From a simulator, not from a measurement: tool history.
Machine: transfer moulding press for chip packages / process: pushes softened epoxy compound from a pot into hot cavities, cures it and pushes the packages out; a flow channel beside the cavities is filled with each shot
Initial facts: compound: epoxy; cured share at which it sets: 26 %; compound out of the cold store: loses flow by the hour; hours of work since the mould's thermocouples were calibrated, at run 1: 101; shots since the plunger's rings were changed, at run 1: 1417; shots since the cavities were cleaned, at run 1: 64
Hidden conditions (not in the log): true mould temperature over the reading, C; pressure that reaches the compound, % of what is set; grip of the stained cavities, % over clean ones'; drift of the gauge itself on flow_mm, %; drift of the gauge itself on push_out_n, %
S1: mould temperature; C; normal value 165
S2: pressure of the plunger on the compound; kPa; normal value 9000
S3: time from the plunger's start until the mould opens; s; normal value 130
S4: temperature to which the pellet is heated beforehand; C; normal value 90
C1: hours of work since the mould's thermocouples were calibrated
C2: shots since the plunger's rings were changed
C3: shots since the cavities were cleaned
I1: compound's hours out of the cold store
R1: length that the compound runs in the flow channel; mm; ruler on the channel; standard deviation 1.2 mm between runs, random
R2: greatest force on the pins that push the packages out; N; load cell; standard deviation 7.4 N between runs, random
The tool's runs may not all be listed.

{"run": 1, "hour": 0.0, "S1": 165, "S2": 9000, "S3": 130, "S4": 90, "C1": 101, "C2": 1417, "C3": 64, "I1": 16.3, "R1": 774, "R2": 312}
{"run": 2, "hour": 9.4, "S1": 165, "S2": 9000, "S3": 130, "S4": 90, "C1": 106, "C2": 1493, "C3": 140, "I1": 24.1, "R1": 734, "R2": 322}
{"run": 3, "hour": 17.2, "S1": 165, "S2": 9000, "S3": 130, "S4": 90, "C1": 110, "C2": 1556, "C3": 203, "I1": 24.9, "R1": 731, "R2": 321}
{"run": 4, "hour": 25.3, "S1": 165, "S2": 9000, "S3": 156, "S4": 90, "C1": 115, "C2": 1621, "C3": 268, "I1": 27.2, "R1": 721, "R2": 298}
{"run": 5, "hour": 30.4, "S1": 165, "S2": 9000, "S3": 156, "S4": 90, "C1": 118, "C2": 1662, "C3": 309, "I1": 41.6, "R1": 652, "R2": 291}
{"run": 6, "hour": 40.0, "S1": 165, "S2": 9000, "S3": 156, "S4": 90, "C1": 123, "C2": 1738, "C3": 385, "I1": 21.1, "R1": 749, "R2": 280}
{"run": 7, "hour": 47.0, "S1": 165, "S2": 9000, "S3": 156, "S4": 90, "C1": 127, "C2": 1795, "C3": 442, "I1": 21.8, "R1": 747, "R2": 297}
{"run": 8, "hour": 55.8, "S1": 165, "S2": 9000, "S3": 156, "S4": 90, "C1": 132, "C2": 1866, "C3": 513, "I1": 41.1, "R1": 655, "R2": 303}
{"run": 9, "hour": 60.6, "S1": 165, "S2": 9000, "S3": 156, "S4": 90, "C1": 135, "C2": 1905, "C3": 552, "I1": 20.3, "R1": 754, "R2": 296}
{"run": 10, "hour": 65.8, "S1": 165, "S2": 9310, "S3": 134, "S4": 90, "C1": 138, "C2": 1946, "C3": 593, "I1": 25.6, "R1": 740, "R2": 319}
{"run": 11, "hour": 71.7, "S1": 163, "S2": 7870, "S3": 154, "S4": 92, "C1": 142, "C2": 1993, "C3": 640, "I1": 27.8, "R1": 675, "R2": 307}
{"run": 12, "hour": 80.1, "S1": 165, "S2": 9000, "S3": 130, "S4": 93, "C1": 146, "C2": 2061, "C3": 708, "I1": 31.9, "R1": 698, "R2": 310}
{"run": 13, "hour": 84.7, "S1": 170, "S2": 9270, "S3": 143, "S4": 82, "C1": 149, "C2": 2098, "C3": 745, "I1": 31.2, "R1": 696, "R2": 288}
{"run": 14, "hour": 90.6, "S1": 165, "S2": 6900, "S3": 169, "S4": 90, "C1": 152, "C2": 2145, "C3": 792, "I1": 16.5, "R1": 679, "R2": 284}
{"run": 15, "hour": 97.1, "S1": 165, "S2": 8550, "S3": 137, "S4": 84, "C1": 156, "C2": 2198, "C3": 845, "I1": 22.0, "R1": 728, "R2": 316}
{"hour": 99.4, "done": "cavities cleaned with cleaning compound and waxed"}
{"run": 16, "hour": 105.0, "S1": 161, "S2": 7830, "S3": 150, "S4": 90, "C1": 160, "C2": 2248, "C3": 44, "I1": 46.3, "R1": 602, "R2": 309}
{"run": 17, "hour": 109.0, "S1": 159, "S2": 9080, "S3": 130, "S4": 90, "C1": 162, "C2": 2280, "C3": 76, "I1": 43.8, "R1": 667, "R2": 389}
{"run": 18, "hour": 114.4, "S1": 164, "S2": 9080, "S3": 130, "S4": 90, "C1": 165, "C2": 2324, "C3": 120, "I1": 25.3, "R1": 736, "R2": 322}

Alternative continuations, all from the tool just after run 18; predict every row:
{"run": "A", "hour": 122.1, "S1": 172, "S2": 8330, "S3": 130, "S4": 91, "C1": 169, "C2": 2386, "C3": 182, "I1": 37.6, "R1": "?", "R2": "?"}
{"run": "B", "hour": 122.1, "S1": 164, "S2": 9000, "S3": 130, "S4": 82, "C1": 169, "C2": 2386, "C3": 182, "I1": 46.1, "R1": "?", "R2": "?"}
{"run": "C", "hour": 122.1, "S1": 164, "S2": 8270, "S3": 145, "S4": 90, "C1": 169, "C2": 2386, "C3": 182, "I1": 42.0, "R1": "?", "R2": "?"}

run=A R1=625 R2=287
run=B R1=638 R2=325
run=C R1=626 R2=289
What these runs would have given with no unlogged condition in the tool:
run=A R1=625 R2=286
run=B R1=639 R2=324
run=C R1=626 R2=288

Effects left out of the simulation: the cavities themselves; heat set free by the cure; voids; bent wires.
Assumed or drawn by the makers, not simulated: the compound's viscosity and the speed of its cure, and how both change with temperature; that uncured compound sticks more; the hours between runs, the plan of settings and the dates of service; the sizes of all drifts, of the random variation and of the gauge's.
